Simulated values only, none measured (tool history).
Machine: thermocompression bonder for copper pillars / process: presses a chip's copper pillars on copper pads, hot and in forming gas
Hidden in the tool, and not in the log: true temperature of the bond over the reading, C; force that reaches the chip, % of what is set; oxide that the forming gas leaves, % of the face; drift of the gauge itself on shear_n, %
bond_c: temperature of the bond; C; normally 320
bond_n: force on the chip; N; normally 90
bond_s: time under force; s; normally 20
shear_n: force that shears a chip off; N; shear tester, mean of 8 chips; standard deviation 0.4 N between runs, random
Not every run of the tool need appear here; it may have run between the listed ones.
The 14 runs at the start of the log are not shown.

| run | day | bond_c | bond_n | bond_s | hours of work since the heater was calibrated | hours of work since the force cell was calibrated | hours of work since the gas filter was changed | shear_n |
|---|---|---|---|---|---|---|---|---|
| 15 | 27.638 | 320 | 90 | 20 | 326 | 1236 | 78 | 42.1 |
| 16 | 30.225 | 320 | 90 | 20 | 353 | 1263 | 104 | 41.3 |
| 17 | 31.433 | 320 | 90 | 20 | 365 | 1275 | 116 | 42.3 |
| 18 | 33.954 | 320 | 90 | 20 | 391 | 1301 | 142 | 41.8 |
| 19 | 35.142 | 320 | 90 | 20 | 403 | 1313 | 155 | 42.4 |
| 20 | 37.429 | 320 | 90 | 20 | 427 | 1337 | 178 | 41.6 |
|  | 38.229 | force cell calibrated |
| 21 | 39.158 | 314 | 90 | 20 | 444 | 10 | 195 | 41.5 |
| 22 | 41.725 | 320 | 78 | 44 | 470 | 36 | 221 | 51.0 |
| 23 | 44.404 | 305 | 77 | 44 | 498 | 63 | 249 | 42.3 |
| 24 | 45.729 | 320 | 104 | 26 | 511 | 77 | 263 | 54.4 |
| 25 | 47.950 | 320 | 90 | 44 | 534 | 100 | 285 | 56.4 |
| 26 | 49.229 | 320 | 90 | 44 | 547 | 113 | 298 | 57.3 |
| 27 | 50.779 | 320 | 119 | 15 | 563 | 129 | 314 | 51.2 |
| 28 | 52.083 | 320 | 119 | 15 | 577 | 142 | 328 | 51.4 |
| 29 | 53.662 | 306 | 92 | 20 | 593 | 158 | 344 | 38.8 |
| 30 | 55.125 | 325 | 127 | 20 | 608 | 173 | 359 | 60.4 |
| 31 | 57.042 | 325 | 127 | 20 | 627 | 193 | 379 | 61.7 |
| 32 | 58.262 | 340 | 99 | 37 | 640 | 206 | 391 | 67.3 |
| 33 | 59.500 | 301 | 99 | 16 | 653 | 218 | 404 | 35.8 |
|  | 60.112 | forming gas filter changed |
| 34 | 61.575 | 293 | 125 | 29 | 674 | 239 | 15 | 54.7 |
| 35 | 62.962 | 320 | 90 | 56 | 688 | 254 | 29 | 63.4 |
| 36 | 64.596 | 320 | 90 | 45 | 705 | 270 | 46 | 60.0 |
|  | 66.400 | heater calibrated with a thermocouple chip |
| 37 | 67.358 | 320 | 85 | 11 | 10 | 298 | 73 | 30.5 |
| 38 | 69.925 | 320 | 71 | 57 | 36 | 324 | 100 | 48.0 |
| 39 | 71.554 | 320 | 71 | 57 | 53 | 341 | 117 | 48.3 |

Predict each of these 3 candidate next runs independently; none follows another, all start after run 39:
| A | 74.221 | 339 | 71 | 57 | 80 | 368 | 144 | ? |
| B | 74.221 | 342 | 90 | 56 | 80 | 368 | 144 | ? |
| C | 74.221 | 304 | 71 | 19 | 80 | 368 | 144 | ? |

| run | shear_n |
|---|---|
| A | 57.3 |
| B | 69.8 |
| C | 26.3 |
The same runs, with their run-to-run variation unchanged, on a tool lacking any hidden condition would have given:
| run | shear_n |
|---|---|
| A | 57.8 |
| B | 70.5 |
| C | 26.2 |
